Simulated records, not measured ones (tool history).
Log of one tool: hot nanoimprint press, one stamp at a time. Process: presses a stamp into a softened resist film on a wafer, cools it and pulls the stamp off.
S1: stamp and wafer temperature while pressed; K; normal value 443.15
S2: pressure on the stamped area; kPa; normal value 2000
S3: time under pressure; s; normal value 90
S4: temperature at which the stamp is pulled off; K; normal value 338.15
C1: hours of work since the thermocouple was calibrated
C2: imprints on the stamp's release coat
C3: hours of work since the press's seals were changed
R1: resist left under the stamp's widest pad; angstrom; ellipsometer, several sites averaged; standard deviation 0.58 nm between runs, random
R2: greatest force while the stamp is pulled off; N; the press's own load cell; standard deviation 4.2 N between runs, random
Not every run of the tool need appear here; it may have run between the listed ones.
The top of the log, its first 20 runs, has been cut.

| run | hour | S1 | S2 | S3 | S4 | C1 | C2 | C3 | R1 | R2 |
|---|---|---|---|---|---|---|---|---|---|---|
| 21 | 497.8 | 442.15 | 2000 | 114 | 332.15 | 92 | 639 | 550 | 851 | 267 |
| 22 | 522.1 | 443.15 | 2310 | 90 | 332.15 | 108 | 730 | 566 | 821 | 272 |
| 23 | 553.9 | 443.15 | 2320 | 63 | 345.15 | 130 | 849 | 588 | 936 | 243 |
| 24 | 568.8 | 447.15 | 1300 | 90 | 338.15 | 141 | 905 | 598 | 995 | 267 |
| 25 | 587.6 | 452.15 | 1300 | 90 | 336.15 | 153 | 976 | 611 | 870 | 284 |
| 26 | 605.4 | 431.15 | 1300 | 79 | 336.15 | 166 | 1042 | 623 | 1545 | 289 |
| 27 | 635.9 | 431.15 | 1300 | 79 | 336.15 | 187 | 1157 | 644 | 1555 | 299 |
|  | 672 | stamp cleaned and given a new release coat |
| 28 | 678.1 | 431.15 | 1300 | 79 | 336.15 | 211 | 23 | 669 | 1553 | 211 |
| 29 | 695.7 | 431.15 | 1300 | 79 | 336.15 | 224 | 89 | 681 | 1546 | 217 |
| 30 | 715.5 | 432.15 | 1410 | 73 | 340.15 | 237 | 164 | 695 | 1514 | 206 |

Below are 3 alternative next runs, each starting from the tool's condition after run 30. Predict each:
| A | 741.3 | 453.15 | 3110 | 73 | 340.15 | 255 | 261 | 713 | ? | ? |
| B | 741.3 | 450.15 | 1410 | 73 | 340.15 | 255 | 261 | 713 | ? | ? |
| C | 741.3 | 432.15 | 1600 | 73 | 340.15 | 255 | 261 | 713 | ? | ? |

| run | R1 | R2 |
|---|---|---|
| A | 580 | 222 |
| B | 965 | 210 |
| C | 1449 | 208 |
With no hidden state in the tool, these same runs would have given:
| run | R1 | R2 |
|---|---|---|
| A | 538 | 202 |
| B | 927 | 191 |
| C | 1400 | 190 |

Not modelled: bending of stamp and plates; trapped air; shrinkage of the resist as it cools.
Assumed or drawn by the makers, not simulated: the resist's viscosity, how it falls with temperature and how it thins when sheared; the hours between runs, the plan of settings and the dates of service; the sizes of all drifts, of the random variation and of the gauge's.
